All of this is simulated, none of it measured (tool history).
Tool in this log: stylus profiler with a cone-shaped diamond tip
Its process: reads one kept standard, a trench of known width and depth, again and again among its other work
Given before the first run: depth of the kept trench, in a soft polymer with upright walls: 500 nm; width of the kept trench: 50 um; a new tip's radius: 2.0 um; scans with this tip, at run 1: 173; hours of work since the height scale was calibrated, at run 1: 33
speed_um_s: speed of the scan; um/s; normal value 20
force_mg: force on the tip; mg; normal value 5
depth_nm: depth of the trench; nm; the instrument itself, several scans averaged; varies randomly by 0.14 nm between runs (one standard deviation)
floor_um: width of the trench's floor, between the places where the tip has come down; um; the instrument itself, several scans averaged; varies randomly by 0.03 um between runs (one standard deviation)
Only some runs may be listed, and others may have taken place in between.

run	hour	speed_um_s	force_mg	scans with this tip	hours of work since the height scale was calibrated	depth_nm	floor_um
1	0	20	5	173	33	506.55	47.25
2	25.4	20	5	229	44	506.62	47.23
3	52.9	20	5	290	55	506.8	47.24
4	88.9	20	5	370	71	506.71	47.25
5	115.9	20	5	430	82	506.7	47.23
6	153.2	29	5	512	98	506.93	47.18
7	193.3	20	5	601	115	506.83	47.21
8	244.7	5	5	714	136	506.67	47.28
# hour 248.6: height scale calibrated on a step standard
9	275	20	5	780	11	506.91	47.21
10	314.8	20	6.69	868	28	508.24	47.2
11	344.1	20	6.69	933	40	508.49	47.15
12	371	20	10.33	992	52	511.12	47.19
13	421.2	20	10.33	1103	73	510.99	47.18
# hour 464.5: height scale calibrated on a step standard, once more
14	464.5	5	3.2	1198	0	505.25	47.16
15	494.4	33	4.18	1264	13	505.88	47.17
16	533.3	5	2.81	1350	29	504.55	47.12
17	573.6	19	6.99	1439	46	508.47	47.16
18	619.1	19	6.99	1539	65	508.51	47.15
19	655.5	19	5.1	1620	81	506.77	47.08

Forecast each of these 4 alternatives for the next run:
A	696.5	20	6.6	1710	98	?	?
B	696.5	6	5.46	1710	98	?	?
C	696.5	42	1.93	1710	98	?	?
D	696.5	24	12.39	1710	98	?	?

run	depth_nm	floor_um
A	508.36	47.11
B	507.4	47.11
C	503.92	47.02
D	512.7	47.11
What these runs would have given with no unlogged condition in the tool:
run	depth_nm	floor_um
A	508.02	47.33
B	507.06	47.33
C	503.58	47.24
D	512.36	47.34
